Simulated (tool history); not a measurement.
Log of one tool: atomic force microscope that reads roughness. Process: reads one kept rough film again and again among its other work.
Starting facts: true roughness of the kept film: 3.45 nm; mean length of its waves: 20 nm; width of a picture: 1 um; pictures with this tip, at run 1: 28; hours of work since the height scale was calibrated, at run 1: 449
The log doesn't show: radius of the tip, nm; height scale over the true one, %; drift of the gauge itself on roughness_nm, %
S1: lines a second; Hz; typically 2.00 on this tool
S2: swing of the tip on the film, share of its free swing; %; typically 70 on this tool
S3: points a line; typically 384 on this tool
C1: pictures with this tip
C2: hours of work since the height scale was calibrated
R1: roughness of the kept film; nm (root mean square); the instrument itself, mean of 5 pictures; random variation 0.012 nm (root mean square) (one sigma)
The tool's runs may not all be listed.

run   hour    S1  S2   S3   C1   C2     R1
  1    0.0  2.00  70  384   28  449  2.677
  2   16.0  2.00  70  384   39  456  2.630
  3   41.3  2.00  70  384   56  467  2.576
  4   66.7  2.00  70  384   72  478  2.538
  5   81.7  2.00  70  384   82  484  2.500
  6  104.8  2.00  70  384   98  495  2.482
  7  119.9  2.00  70  384  108  501  2.450
  8  133.2  2.00  70  384  116  507  2.413
  9  149.3  0.54  70  384  127  514  2.441
 10  169.7  0.61  56  293  140  523  2.404
 11  187.7  2.23  56  584  152  531  2.389
 12  209.7  2.23  56  584  167  540  2.360
 13  232.3  0.62  70  384  182  550  2.326
 14  246.8  3.29  70  384  191  557  2.209
 15  259.2  0.59  64  384  200  562  2.289
 16  273.4  2.00  89  462  209  568  2.096
 17  285.4  2.00  89  462  217  573  2.080

Here are 3 independent what-if runs from the current tool condition. What would each one return?
  A  301.5  1.80  89  351  228  580   ?
  B  301.5  3.88  84  462  228  580   ?
  C  301.5  2.32  79  386  228  580   ?

run     R1
  A  2.067
  B  1.959
  C  2.097
With no hidden state in the tool, these same runs would have given:
run     R1
  A  2.674
  B  2.539
  C  2.716

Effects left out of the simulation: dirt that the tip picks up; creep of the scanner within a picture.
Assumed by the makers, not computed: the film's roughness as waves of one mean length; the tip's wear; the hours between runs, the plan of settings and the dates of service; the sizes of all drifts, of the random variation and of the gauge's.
